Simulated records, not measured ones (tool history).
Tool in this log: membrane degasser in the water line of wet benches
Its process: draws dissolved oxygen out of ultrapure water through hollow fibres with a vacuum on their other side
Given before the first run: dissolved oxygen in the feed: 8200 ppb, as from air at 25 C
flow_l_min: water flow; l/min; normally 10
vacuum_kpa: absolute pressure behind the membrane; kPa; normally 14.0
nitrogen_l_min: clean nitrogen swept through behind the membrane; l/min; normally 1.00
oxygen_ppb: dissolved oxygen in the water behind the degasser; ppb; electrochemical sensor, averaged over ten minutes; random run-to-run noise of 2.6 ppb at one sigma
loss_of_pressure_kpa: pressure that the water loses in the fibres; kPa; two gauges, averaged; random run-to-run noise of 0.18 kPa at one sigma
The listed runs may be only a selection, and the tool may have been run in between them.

Run 1, hour 0.0: usual settings. Result: oxygen_ppb 254.2 ppb, loss_of_pressure_kpa 31.72 kPa.
Run 2, hour 122.9: usual settings but vacuum_kpa 31.2 kPa. Result: oxygen_ppb 640.6 ppb, loss_of_pressure_kpa 31.23 kPa.
Run 3, hour 390.4: usual settings. Result: oxygen_ppb 252.0 ppb, loss_of_pressure_kpa 31.78 kPa.
Run 4, hour 661.5: usual settings but flow_l_min 11 l/min. Result: oxygen_ppb 285.8 ppb, loss_of_pressure_kpa 34.77 kPa.
Run 5, hour 815.0: usual settings but flow_l_min 11 l/min. Result: oxygen_ppb 283.5 ppb, loss_of_pressure_kpa 34.94 kPa.
Run 6, hour 941.5: usual settings but flow_l_min 11 l/min. Result: oxygen_ppb 281.5 ppb, loss_of_pressure_kpa 34.56 kPa.
Run 7, hour 1092.1: usual settings but nitrogen_l_min 2.08 l/min. Result: oxygen_ppb 133.7 ppb, loss_of_pressure_kpa 31.66 kPa.
Run 8, hour 1324.6: usual settings but flow_l_min 6 l/min. Result: oxygen_ppb 156.8 ppb, loss_of_pressure_kpa 18.98 kPa.
Run 9, hour 1452.3: usual settings but flow_l_min 6 l/min. Result: oxygen_ppb 154.7 ppb, loss_of_pressure_kpa 19.16 kPa.
Run 10, hour 1620.8: usual settings but flow_l_min 6 l/min. Result: oxygen_ppb 155.4 ppb, loss_of_pressure_kpa 19.00 kPa.
Run 11, hour 1858.0: usual settings but flow_l_min 11 l/min. Result: oxygen_ppb 286.6 ppb, loss_of_pressure_kpa 35.22 kPa.
Run 12, hour 1976.3: usual settings but flow_l_min 11 l/min. Result: oxygen_ppb 280.4 ppb, loss_of_pressure_kpa 34.92 kPa.
Run 13, hour 2107.8: usual settings but flow_l_min 11 l/min. Result: oxygen_ppb 282.4 ppb, loss_of_pressure_kpa 35.08 kPa.
Run 14, hour 2290.3: usual settings but flow_l_min 11 l/min. Result: oxygen_ppb 282.9 ppb, loss_of_pressure_kpa 35.33 kPa.
Run 15, hour 2553.3: usual settings but flow_l_min 11 l/min. Result: oxygen_ppb 279.6 ppb, loss_of_pressure_kpa 35.12 kPa.
Run 16, hour 2687.7: usual settings but flow_l_min 11 l/min, nitrogen_l_min 0.86 l/min. Result: oxygen_ppb 324.3 ppb, loss_of_pressure_kpa 34.87 kPa.
Run 17, hour 2851.1: usual settings but flow_l_min 9 l/min, vacuum_kpa 17.4 kPa, nitrogen_l_min 0.82 l/min. Result: oxygen_ppb 353.4 ppb, loss_of_pressure_kpa 29.02 kPa.
Run 18, hour 3031.5: usual settings but flow_l_min 9 l/min, vacuum_kpa 22.9 kPa, nitrogen_l_min 0.68 l/min. Result: oxygen_ppb 576.3 ppb, loss_of_pressure_kpa 28.95 kPa.
Run 19, hour 3261.6: usual settings but flow_l_min 9 l/min, vacuum_kpa 14.9 kPa, nitrogen_l_min 1.04 l/min. Result: oxygen_ppb 240.2 ppb, loss_of_pressure_kpa 28.64 kPa.
Run 20, hour 3418.2: usual settings but flow_l_min 7 l/min, vacuum_kpa 9.5 kPa, nitrogen_l_min 1.30 l/min. Result: oxygen_ppb 81.1 ppb, loss_of_pressure_kpa 22.40 kPa.
Run 21, hour 3662.4: usual settings but flow_l_min 7 l/min, vacuum_kpa 9.5 kPa, nitrogen_l_min 0.79 l/min. Result: oxygen_ppb 132.0 ppb, loss_of_pressure_kpa 22.42 kPa.
Run 22, hour 3922.5: usual settings but flow_l_min 9 l/min, vacuum_kpa 13.3 kPa. Result: oxygen_ppb 212.1 ppb, loss_of_pressure_kpa 28.85 kPa.
Run 23, hour 4038.1: usual settings but vacuum_kpa 25.4 kPa, nitrogen_l_min 1.27 l/min. Result: oxygen_ppb 406.0 ppb, loss_of_pressure_kpa 31.89 kPa.
At hour 4057.0: vacuum gauge calibrated.
Run 24, hour 4304.9: usual settings but flow_l_min 6 l/min, vacuum_kpa 25.4 kPa, nitrogen_l_min 1.83 l/min. Result: oxygen_ppb 179.4 ppb, loss_of_pressure_kpa 19.23 kPa.
Run 25, hour 4436.0: usual settings but flow_l_min 6 l/min, vacuum_kpa 25.4 kPa, nitrogen_l_min 1.83 l/min. Result: oxygen_ppb 175.1 ppb, loss_of_pressure_kpa 19.42 kPa.
At hour 4487.1: gauge calibrated.
Run 26, hour 4572.1: usual settings but flow_l_min 6 l/min, vacuum_kpa 25.4 kPa, nitrogen_l_min 1.83 l/min. Result: oxygen_ppb 177.1 ppb, loss_of_pressure_kpa 18.82 kPa.
Run 27, hour 4855.7: usual settings but vacuum_kpa 14.8 kPa. Result: oxygen_ppb 271.3 ppb, loss_of_pressure_kpa 31.43 kPa.
Run 28, hour 5122.1: usual settings but flow_l_min 11 l/min, nitrogen_l_min 0.45 l/min. Result: oxygen_ppb 540.9 ppb, loss_of_pressure_kpa 34.67 kPa.
At hour 5185.4: membrane cartridge changed.
Run 29, hour 5401.7: usual settings but flow_l_min 9 l/min, vacuum_kpa 10.5 kPa, nitrogen_l_min 0.47 l/min. Result: oxygen_ppb 309.7 ppb, loss_of_pressure_kpa 28.17 kPa.
Run 30, hour 5526.2: usual settings but vacuum_kpa 30.1 kPa. Result: oxygen_ppb 600.0 ppb, loss_of_pressure_kpa 31.26 kPa.
Run 31, hour 5642.1: usual settings but flow_l_min 7 l/min, nitrogen_l_min 1.54 l/min. Result: oxygen_ppb 119.3 ppb, loss_of_pressure_kpa 22.24 kPa.
Run 32, hour 5772.6: usual settings but flow_l_min 8 l/min, vacuum_kpa 32.3 kPa, nitrogen_l_min 1.72 l/min. Result: oxygen_ppb 323.8 ppb, loss_of_pressure_kpa 25.58 kPa.

What if the next run were any one of these 4? Each begins from the tool's condition after run 32:
Run A, hour 5957.4: usual settings but flow_l_min 14 l/min, nitrogen_l_min 2.53 l/min. Result: oxygen_ppb ?, loss_of_pressure_kpa ?.
Run B, hour 5957.4: usual settings but vacuum_kpa 18.9 kPa. Result: oxygen_ppb ?, loss_of_pressure_kpa ?.
Run C, hour 5957.4: usual settings but flow_l_min 11 l/min, vacuum_kpa 32.3 kPa, nitrogen_l_min 1.72 l/min. Result: oxygen_ppb ?, loss_of_pressure_kpa ?.
Run D, hour 5957.4: usual settings but flow_l_min 13 l/min. Result: oxygen_ppb ?, loss_of_pressure_kpa ?.

run  oxygen_ppb  loss_of_pressure_kpa
  A       186.9                 44.30
  B       365.3                 31.76
  C       441.2                 34.58
  D       340.6                 41.28
Without the tool's hidden state the same runs would have given:
run  oxygen_ppb  loss_of_pressure_kpa
  A       186.8                 43.88
  B       365.1                 31.46
  C       440.9                 34.26
  D       340.4                 40.89
